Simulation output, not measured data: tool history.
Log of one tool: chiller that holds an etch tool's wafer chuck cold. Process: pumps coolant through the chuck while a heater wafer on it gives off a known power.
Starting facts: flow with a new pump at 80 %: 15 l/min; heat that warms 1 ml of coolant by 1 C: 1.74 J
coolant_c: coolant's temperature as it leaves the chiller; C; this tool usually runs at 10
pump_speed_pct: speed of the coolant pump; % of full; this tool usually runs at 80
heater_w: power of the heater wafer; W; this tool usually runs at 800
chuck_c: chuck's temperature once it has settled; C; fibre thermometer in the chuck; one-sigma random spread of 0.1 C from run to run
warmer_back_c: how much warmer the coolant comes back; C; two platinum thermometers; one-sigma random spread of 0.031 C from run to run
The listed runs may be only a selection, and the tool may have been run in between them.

run 1 hour=0 | coolant_c=10 pump_speed_pct=80 heater_w=800 | chuck_c=17.1 warmer_back_c=1.84
run 2 hour=50.4 | coolant_c=10 pump_speed_pct=86 heater_w=800 | chuck_c=17 warmer_back_c=1.69
run 3 hour=83.1 | coolant_c=10 pump_speed_pct=86 heater_w=800 | chuck_c=16.7 warmer_back_c=1.71
run 4 hour=142.9 | coolant_c=10 pump_speed_pct=86 heater_w=800 | chuck_c=16.7 warmer_back_c=1.72
run 5 hour=197.4 | coolant_c=10 pump_speed_pct=80 heater_w=542 | chuck_c=14.8 warmer_back_c=1.29
run 6 hour=241.9 | coolant_c=6 pump_speed_pct=80 heater_w=800 | chuck_c=13.1 warmer_back_c=1.93
run 7 hour=292.4 | coolant_c=15 pump_speed_pct=80 heater_w=800 | chuck_c=22.1 warmer_back_c=1.99
run 8 hour=360.8 | coolant_c=15 pump_speed_pct=80 heater_w=800 | chuck_c=22 warmer_back_c=1.92
run 9 hour=427.3 | coolant_c=15 pump_speed_pct=80 heater_w=800 | chuck_c=21.9 warmer_back_c=2
run 10 hour=461.4 | coolant_c=15 pump_speed_pct=80 heater_w=800 | chuck_c=22.2 warmer_back_c=1.94
run 11 hour=496.6 | coolant_c=15 pump_speed_pct=80 heater_w=800 | chuck_c=22.2 warmer_back_c=2.01
run 12 hour=561.9 | coolant_c=10 pump_speed_pct=80 heater_w=413 | chuck_c=13.6 warmer_back_c=1.21
run 13 hour=631.4 | coolant_c=6 pump_speed_pct=66 heater_w=484 | chuck_c=10.9 warmer_back_c=1.55
run 14 hour=694.8 | coolant_c=18 pump_speed_pct=83 heater_w=418 | chuck_c=21.5 warmer_back_c=1.16
run 15 hour=732 | coolant_c=18 pump_speed_pct=83 heater_w=418 | chuck_c=21.5 warmer_back_c=1.15
run 16 hour=793.7 | coolant_c=11 pump_speed_pct=87 heater_w=1088 | chuck_c=20 warmer_back_c=2.58
run 17 hour=847.3 | coolant_c=11 pump_speed_pct=69 heater_w=740 | chuck_c=18 warmer_back_c=2.29
-- hour=877.9 gauge calibrated
run 18 hour=905.1 | coolant_c=16 pump_speed_pct=69 heater_w=824 | chuck_c=24.1 warmer_back_c=2.25
run 19 hour=968.4 | coolant_c=20 pump_speed_pct=89 heater_w=611 | chuck_c=25.1 warmer_back_c=1.32

Below are 5 alternative next runs, each starting from the tool's condition after run 19. Predict each:
run A hour=1020.3 | coolant_c=10 pump_speed_pct=74 heater_w=800 | chuck_c=? warmer_back_c=?
run B hour=1020.3 | coolant_c=14 pump_speed_pct=80 heater_w=980 | chuck_c=? warmer_back_c=?
run C hour=1020.3 | coolant_c=4 pump_speed_pct=70 heater_w=1037 | chuck_c=? warmer_back_c=?
run D hour=1020.3 | coolant_c=2 pump_speed_pct=79 heater_w=800 | chuck_c=? warmer_back_c=?
run E hour=1020.3 | coolant_c=20 pump_speed_pct=89 heater_w=1178 | chuck_c=? warmer_back_c=?

run=A chuck_c=17.3 warmer_back_c=2.07
run=B chuck_c=22.6 warmer_back_c=2.32
run=C chuck_c=14.2 warmer_back_c=2.81
run=D chuck_c=9.1 warmer_back_c=1.94
run=E chuck_c=29.7 warmer_back_c=2.44
The same runs, with their run-to-run variation unchanged, on a tool lacking any hidden condition would have given:
run=A chuck_c=17.3 warmer_back_c=2.02
run=B chuck_c=22.6 warmer_back_c=2.27
run=C chuck_c=14.1 warmer_back_c=2.76
run=D chuck_c=9.1 warmer_back_c=1.88
run=E chuck_c=29.7 warmer_back_c=2.39
